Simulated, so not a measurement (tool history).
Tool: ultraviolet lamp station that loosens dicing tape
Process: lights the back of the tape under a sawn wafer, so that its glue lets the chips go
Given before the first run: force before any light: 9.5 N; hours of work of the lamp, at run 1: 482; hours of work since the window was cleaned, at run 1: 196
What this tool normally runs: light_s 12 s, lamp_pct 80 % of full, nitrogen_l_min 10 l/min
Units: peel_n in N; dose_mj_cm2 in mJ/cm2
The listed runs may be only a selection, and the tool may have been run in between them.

run,hour,light_s,lamp_pct,nitrogen_l_min,hours of work of the lamp,hours of work since the window was cleaned,peel_n,dose_mj_cm2
1,0.0,12,80,10,482,196,1.025,391
# hour 56.2: window cleaned of glue's vapour
2,72.9,6,80,10,527,10,3.193,183
3,138.2,6,80,10,568,51,3.212,180
4,221.1,6,80,10,620,103,3.411,171
# hour 262.3: window cleaned of glue's vapour, once more
5,263.8,6,80,10,646,1,2.851,206
6,325.0,12,80,10,684,39,0.953,406
7,384.9,10,80,10,722,77,1.449,330
8,461.2,10,80,10,770,124,1.451,320
9,518.9,10,80,10,806,160,1.532,313
10,569.1,17,80,10,837,192,0.533,523
# hour 631.6: window cleaned of glue's vapour
11,633.5,17,71,10,877,1,0.612,496
12,694.5,17,71,10,915,39,0.607,489
13,749.1,17,71,10,949,73,0.671,476
14,782.7,12,80,10,970,95,1.099,375
15,821.7,12,80,10,995,119,1.130,367
16,888.3,12,80,17,1036,161,0.811,359
17,945.2,12,80,17,1072,196,0.853,350
18,997.8,12,80,3,1105,229,2.775,343
# hour 1004.2: window cleaned of glue's vapour
19,1081.9,12,80,3,1157,49,2.614,369
20,1147.3,12,80,3,1198,90,2.627,355
21,1212.0,10,80,10,1239,130,1.776,288
22,1271.5,12,80,4,1276,167,2.428,344
23,1314.4,12,80,4,1303,194,2.468,335
24,1363.0,6,71,12,1333,224,3.714,145

Predict the results of run 25:
# hour 1375.9: window cleaned of glue's vapour
25,1444.7,6,71,12,1384,43,?,?

peel_n: 3.577 N
dose_mj_cm2: 156 mJ/cm2
Had the tool carried no hidden state, the very same run would have given peel_n 2.591 N, dose_mj_cm2 209 mJ/cm2.
